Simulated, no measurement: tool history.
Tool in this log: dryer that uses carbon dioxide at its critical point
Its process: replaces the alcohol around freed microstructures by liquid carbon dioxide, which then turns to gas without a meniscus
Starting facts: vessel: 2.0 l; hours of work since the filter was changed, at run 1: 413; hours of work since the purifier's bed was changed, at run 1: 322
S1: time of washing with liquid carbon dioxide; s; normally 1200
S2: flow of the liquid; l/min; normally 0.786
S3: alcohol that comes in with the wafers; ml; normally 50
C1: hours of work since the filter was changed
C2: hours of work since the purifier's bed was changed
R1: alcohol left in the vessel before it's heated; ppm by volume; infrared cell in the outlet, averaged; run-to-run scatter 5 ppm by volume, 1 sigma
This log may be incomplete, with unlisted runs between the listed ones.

Run 1, day 0.000: usual settings; C1 413; C2 322. Result: R1 123 ppm by volume.
Run 2, day 0.600: usual settings; C1 422; C2 331. Result: R1 121 ppm by volume.
Run 3, day 1.329: usual settings; C1 433; C2 342. Result: R1 135 ppm by volume.
Run 4, day 2.125: usual settings; C1 445; C2 354. Result: R1 137 ppm by volume.
Run 5, day 2.662: usual settings; C1 453; C2 362. Result: R1 131 ppm by volume.
Run 6, day 3.475: usual settings but S3 69 ml; C1 465; C2 374. Result: R1 150 ppm by volume.
Run 7, day 3.942: usual settings but S3 69 ml; C1 472; C2 381. Result: R1 171 ppm by volume.
Run 8, day 4.412: usual settings but S1 900 s; C1 479; C2 388. Result: R1 321 ppm by volume.
Run 9, day 5.133: usual settings but S1 900 s; C1 490; C2 399. Result: R1 323 ppm by volume.
At day 5.892: inlet filter changed.
Run 10, day 6.046: usual settings but S1 900 s; C1 2; C2 412. Result: R1 219 ppm by volume.
Run 11, day 6.742: usual settings but S1 900 s; C1 13; C2 422. Result: R1 212 ppm by volume.
Run 12, day 7.108: usual settings; C1 18; C2 428. Result: R1 130 ppm by volume.
Run 13, day 7.575: usual settings; C1 25; C2 435. Result: R1 122 ppm by volume.
Run 14, day 8.446: usual settings; C1 38; C2 448. Result: R1 125 ppm by volume.
Run 15, day 9.258: usual settings but S3 66 ml; C1 50; C2 460. Result: R1 148 ppm by volume.
Run 16, day 9.654: usual settings but S3 37 ml; C1 56; C2 466. Result: R1 129 ppm by volume.
Run 17, day 10.267: usual settings but S3 37 ml; C1 65; C2 475. Result: R1 130 ppm by volume.
Run 18, day 11.092: usual settings but S3 37 ml; C1 78; C2 487. Result: R1 127 ppm by volume.
Run 19, day 11.783: usual settings; C1 88; C2 498. Result: R1 144 ppm by volume.
Run 20, day 12.192: usual settings; C1 94; C2 504. Result: R1 150 ppm by volume.
Run 21, day 12.812: usual settings; C1 104; C2 513. Result: R1 146 ppm by volume.
Run 22, day 13.600: usual settings; C1 115; C2 525. Result: R1 155 ppm by volume.
Run 23, day 14.450: usual settings; C1 128; C2 538. Result: R1 149 ppm by volume.
Run 24, day 15.083: usual settings but S1 960 s, S2 0.737 l/min, S3 75 ml; C1 138; C2 547. Result: R1 353 ppm by volume.
Run 25, day 15.717: usual settings but S3 43 ml; C1 147; C2 557. Result: R1 162 ppm by volume.
Run 26, day 16.321: usual settings but S1 1020 s, S2 0.480 l/min, S3 43 ml; C1 156; C2 566. Result: R1 854 ppm by volume.
Run 27, day 16.842: usual settings but S1 1140 s, S2 0.719 l/min, S3 30 ml; C1 164; C2 573. Result: R1 184 ppm by volume.
At day 17.804: purifier's bed changed.
Run 28, day 17.812: usual settings but S1 1140 s, S2 1.172 l/min, S3 30 ml; C1 177; C2 0. Result: R1 0 ppm by volume.
Run 29, day 18.396: usual settings but S1 1440 s, S2 1.172 l/min, S3 30 ml; C1 185; C2 9. Result: R1 10 ppm by volume.
Run 30, day 19.046: usual settings but S1 1440 s, S2 1.172 l/min, S3 30 ml; C1 195; C2 19. Result: R1 14 ppm by volume.
Run 31, day 19.417: usual settings but S1 1440 s, S2 1.172 l/min, S3 30 ml; C1 201; C2 24. Result: R1 10 ppm by volume.
Run 32, day 19.921: usual settings but S1 780 s, S2 1.216 l/min, S3 72 ml; C1 208; C2 32. Result: R1 50 ppm by volume.
Run 33, day 20.658: usual settings but S1 780 s, S2 0.853 l/min, S3 72 ml; C1 219; C2 43. Result: R1 312 ppm by volume.
Run 34, day 21.408: usual settings but S1 1620 s, S2 0.853 l/min, S3 72 ml; C1 230; C2 54. Result: R1 15 ppm by volume.
Run 35, day 22.200: usual settings but S1 1320 s, S2 1.231 l/min, S3 51 ml; C1 242; C2 66. Result: R1 26 ppm by volume.
Run 36, day 22.867: usual settings but S1 1320 s, S2 1.231 l/min, S3 51 ml; C1 252; C2 76. Result: R1 17 ppm by volume.
Run 37, day 23.342: usual settings but S2 1.084 l/min, S3 107 ml; C1 259; C2 83. Result: R1 32 ppm by volume.
Run 38, day 24.204: usual settings but S1 1260 s, S2 1.084 l/min, S3 30 ml; C1 272; C2 96. Result: R1 19 ppm by volume.
Run 39, day 24.721: usual settings but S2 0.695 l/min, S3 79 ml; C1 280; C2 104. Result: R1 137 ppm by volume.
Run 40, day 25.096: usual settings but S2 0.649 l/min; C1 286; C2 109. Result: R1 133 ppm by volume.
Run 41, day 25.817: usual settings but S1 1740 s, S2 0.741 l/min, S3 33 ml; C1 296; C2 120. Result: R1 44 ppm by volume.
Run 42, day 26.200: usual settings but S1 780 s, S2 0.626 l/min, S3 22 ml; C1 302; C2 126. Result: R1 416 ppm by volume.
Run 43, day 26.608: usual settings but S1 1860 s, S2 1.326 l/min; C1 308; C2 132. Result: R1 41 ppm by volume.
Run 44, day 27.342: usual settings but S1 1020 s, S2 0.501 l/min, S3 77 ml; C1 319; C2 143. Result: R1 1286 ppm by volume.
Run 45, day 27.904: usual settings but S1 1020 s, S2 0.501 l/min, S3 77 ml; C1 328; C2 151. Result: R1 1265 ppm by volume.
Run 46, day 28.604: usual settings but S1 1680 s, S2 1.119 l/min, S3 34 ml; C1 338; C2 162. Result: R1 39 ppm by volume.

Pick out some run-to-run changes in R1. Of each, how much would a tool without hidden state show as well, from the settings, what came in and chance, and how much is left for the hidden state and any gauge scatter not in both results compared?
What the log doesn't record here: flow that reaches the vessel past the clogged filter, %; alcohol in the recycled carbon dioxide, ppm; drift of the gauge itself on alcohol_ppm, %.
Run 25 -> 26: S1 1200 -> 1020, S2 0.786 -> 0.480. R1 +692 ppm by volume: hidden state +90, all else +602.
Run 27 -> 28: S2 0.719 -> 1.172, purifier's bed changed. R1 -184 ppm by volume: hidden state -148, all else -36.
Run 43 -> 44: S1 1860 -> 1020, S2 1.326 -> 0.501, S3 50 -> 77. R1 +1245 ppm by volume: hidden state +314, all else +931.
Run 45 -> 46: S1 1020 -> 1680, S2 0.501 -> 1.119, S3 77 -> 34. R1 -1226 ppm by volume: hidden state -312, all else -914.

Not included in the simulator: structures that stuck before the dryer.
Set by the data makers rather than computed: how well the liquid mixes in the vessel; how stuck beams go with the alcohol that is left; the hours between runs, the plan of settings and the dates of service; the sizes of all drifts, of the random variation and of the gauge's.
